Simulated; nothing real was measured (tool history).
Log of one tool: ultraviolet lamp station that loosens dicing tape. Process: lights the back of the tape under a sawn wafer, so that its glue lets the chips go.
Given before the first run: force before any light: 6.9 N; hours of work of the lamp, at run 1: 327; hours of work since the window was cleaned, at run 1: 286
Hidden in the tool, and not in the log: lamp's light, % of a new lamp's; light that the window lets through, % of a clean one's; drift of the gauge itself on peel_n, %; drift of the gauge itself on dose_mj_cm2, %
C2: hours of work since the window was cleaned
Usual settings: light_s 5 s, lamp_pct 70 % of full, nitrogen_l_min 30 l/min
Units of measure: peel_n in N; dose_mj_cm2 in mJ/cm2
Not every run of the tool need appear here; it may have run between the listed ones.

Run 1, hour 0.0: usual settings; hours of work of the lamp 327; C2 286. Result: peel_n 0.819 N, dose_mj_cm2 246 mJ/cm2.
Run 2, hour 48.3: usual settings but light_s 10 s; hours of work of the lamp 350; C2 309. Result: peel_n 0.287 N, dose_mj_cm2 489 mJ/cm2.
Run 3, hour 87.0: usual settings but nitrogen_l_min 52 l/min; hours of work of the lamp 369; C2 327. Result: peel_n 0.678 N, dose_mj_cm2 246 mJ/cm2.
Run 4, hour 150.9: usual settings but lamp_pct 74 % of full; hours of work of the lamp 399; C2 358. Result: peel_n 0.819 N, dose_mj_cm2 256 mJ/cm2.
Run 5, hour 193.8: usual settings but light_s 4 s; hours of work of the lamp 420; C2 379. Result: peel_n 1.303 N, dose_mj_cm2 192 mJ/cm2.
Run 6, hour 257.9: usual settings but light_s 4 s; hours of work of the lamp 451; C2 410. Result: peel_n 1.271 N, dose_mj_cm2 191 mJ/cm2.
At hour 261.3: window cleaned of glue's vapour.
Run 7, hour 316.0: usual settings but light_s 2 s, lamp_pct 95 % of full, nitrogen_l_min 35 l/min; hours of work of the lamp 479; C2 26. Result: peel_n 2.067 N, dose_mj_cm2 129 mJ/cm2.
Run 8, hour 348.2: usual settings but light_s 4 s, lamp_pct 87 % of full, nitrogen_l_min 38 l/min; hours of work of the lamp 494; C2 42. Result: peel_n 0.842 N, dose_mj_cm2 236 mJ/cm2.
Run 9, hour 385.9: usual settings but light_s 4 s, lamp_pct 87 % of full, nitrogen_l_min 38 l/min; hours of work of the lamp 512; C2 60. Result: peel_n 0.791 N, dose_mj_cm2 234 mJ/cm2.
At hour 432.6: window cleaned of glue's vapour, once more.
Run 10, hour 437.1: usual settings but light_s 4 s, lamp_pct 87 % of full, nitrogen_l_min 38 l/min; hours of work of the lamp 537; C2 2. Result: peel_n 0.797 N, dose_mj_cm2 244 mJ/cm2.
Run 11, hour 470.6: usual settings but light_s 8 s, nitrogen_l_min 45 l/min; hours of work of the lamp 553; C2 18. Result: peel_n 0.335 N, dose_mj_cm2 386 mJ/cm2.
Run 12, hour 503.2: usual settings but light_s 4 s, lamp_pct 97 % of full; hours of work of the lamp 568; C2 34. Result: peel_n 0.745 N, dose_mj_cm2 269 mJ/cm2.

5 options for the next run, each taken on its own from the tool as it stands now. Forecast them:
Run A, hour 534.3: usual settings but light_s 7 s, nitrogen_l_min 15 l/min; hours of work of the lamp 583; C2 49. Result: peel_n ?, dose_mj_cm2 ?.
Run B, hour 534.3: usual settings but light_s 4 s, lamp_pct 84 % of full, nitrogen_l_min 38 l/min; hours of work of the lamp 583; C2 49. Result: peel_n ?, dose_mj_cm2 ?.
Run C, hour 534.3: usual settings but light_s 2 s, lamp_pct 71 % of full; hours of work of the lamp 583; C2 49. Result: peel_n ?, dose_mj_cm2 ?.
Run D, hour 534.3: usual settings but light_s 4 s, lamp_pct 96 % of full, nitrogen_l_min 16 l/min; hours of work of the lamp 583; C2 49. Result: peel_n ?, dose_mj_cm2 ?.
Run E, hour 534.3: usual settings but nitrogen_l_min 13 l/min; hours of work of the lamp 583; C2 49. Result: peel_n ?, dose_mj_cm2 ?.

run  peel_n  dose_mj_cm2
  A   0.766          339
  B   0.847          229
  C   2.919           95
  D   1.092          260
  E   1.397          239
Without the tool's hidden state the same runs would have given:
run  peel_n  dose_mj_cm2
  A   0.662          368
  B   0.731          249
  C   2.706          103
  D   0.951          283
  E   1.231          260
